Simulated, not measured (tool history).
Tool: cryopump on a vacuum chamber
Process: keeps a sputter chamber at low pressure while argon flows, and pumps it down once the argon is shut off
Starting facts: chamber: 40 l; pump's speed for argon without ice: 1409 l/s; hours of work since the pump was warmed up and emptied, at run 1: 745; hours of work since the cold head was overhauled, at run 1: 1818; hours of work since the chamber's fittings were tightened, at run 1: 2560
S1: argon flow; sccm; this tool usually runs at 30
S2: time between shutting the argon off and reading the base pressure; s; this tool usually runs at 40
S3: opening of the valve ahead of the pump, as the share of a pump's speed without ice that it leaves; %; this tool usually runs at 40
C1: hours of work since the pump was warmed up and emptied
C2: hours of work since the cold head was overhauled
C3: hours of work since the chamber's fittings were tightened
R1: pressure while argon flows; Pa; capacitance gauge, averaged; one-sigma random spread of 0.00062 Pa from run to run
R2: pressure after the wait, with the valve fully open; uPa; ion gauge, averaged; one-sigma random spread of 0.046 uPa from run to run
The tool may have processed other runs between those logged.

run	day	S1	S2	S3	C1	C2	C3	R1	R2
1	0.000	30	40	40	745	1818	2560	0.0949	5.38
2	1.938	30	40	40	781	1854	2595	0.0951	5.40
3	4.454	30	40	40	827	1900	2642	0.0951	5.44
# day 7.279: leaking fittings of the chamber tightened, without venting
4	7.392	30	40	40	879	1952	2	0.0962	2.75
5	9.892	30	40	40	925	1998	48	0.0946	2.87
6	13.400	30	24	40	989	2063	112	0.0967	4.62
7	15.367	30	22	40	1026	2099	149	0.0967	4.99
# day 17.458: pump warmed up, emptied and cooled again
8	19.708	30	22	40	41	2175	224	0.0909	5.09
9	23.033	30	22	40	102	2236	286	0.0909	4.92
10	24.938	30	40	40	137	2271	321	0.0918	3.03
11	27.612	30	40	40	187	2320	370	0.0920	3.15
12	31.950	30	40	40	266	2399	449	0.0943	3.15
13	34.483	30	40	31	313	2446	496	0.1191	3.18
14	37.271	30	40	40	364	2497	547	0.0924	3.24
15	39.783	30	40	45	410	2543	593	0.0826	3.33
16	41.629	30	40	45	444	2577	627	0.0815	3.30
17	44.162	30	40	45	490	2624	674	0.0834	3.38
18	46.558	30	40	45	534	2668	718	0.0834	3.47
19	50.412	40	34	19	605	2739	788	0.2558	3.99
20	53.100	30	61	22	655	2788	838	0.1684	2.69
21	57.533	30	61	22	736	2869	919	0.1674	2.74
22	60.446	19	21	59	790	2923	973	0.0412	5.96
23	64.096	43	21	25	857	2990	1040	0.2133	6.04
24	65.912	43	21	25	890	3023	1073	0.2159	6.17
25	67.833	43	21	25	925	3058	1108	0.2143	6.22
26	70.692	43	21	25	978	3111	1161	0.2163	6.15
# day 75.225: pump warmed up, emptied and cooled again
27	75.225	50	40	41	0	3190	1240	0.1472	3.84
28	78.683	19	48	43	64	3254	1304	0.0540	3.27
29	82.717	19	290	43	138	3328	1378	0.0547	1.72
30	85.333	25	290	36	186	3376	1426	0.0846	1.84
31	89.062	30	56	40	254	3445	1494	0.0924	3.30
32	91.158	24	58	40	293	3483	1533	0.0734	3.27
33	92.992	30	40	16	326	3517	1567	0.2267	4.12
34	94.846	30	40	16	360	3551	1601	0.2291	4.14

Difference, measured minus no-hidden-state, one row per run. Run-to-run variation is common to both terms; the gauge's own scatter need not be:
The hidden state here: pump's speed, % of a pump's without ice; cold plate's temperature, K; leak into the chamber, uPa l/s; drift of the gauge itself on working_pa, %; drift of the gauge itself on base_upa, %.
run	R1	R2
1	+0.0046	+2.54
2	+0.0047	+2.61
3	+0.0051	+2.64
4	+0.0054	+0.06
5	+0.0057	+0.11
6	+0.0061	+0.17
7	+0.0064	+0.20
8	+0.0006	+0.22
9	+0.0010	+0.26
10	+0.0011	+0.30
11	+0.0015	+0.35
12	+0.0018	+0.43
13	+0.0021	+0.46
14	+0.0024	+0.52
15	+0.0027	+0.56
16	+0.0028	+0.59
17	+0.0031	+0.64
18	+0.0034	+0.70
19	+0.0050	+0.76
20	+0.0040	+0.80
21	+0.0046	+0.88
22	+0.0031	+0.94
23	+0.0076	+1.02
24	+0.0081	+1.06
25	+0.0083	+1.11
26	+0.0089	+1.15
27	+0.0010	+1.05
28	+0.0007	+1.06
29	+0.0008	+1.18
30	+0.0014	+1.25
31	+0.0020	+1.28
32	+0.0017	+1.32
33	+0.0023	+1.39
34	+0.0025	+1.40
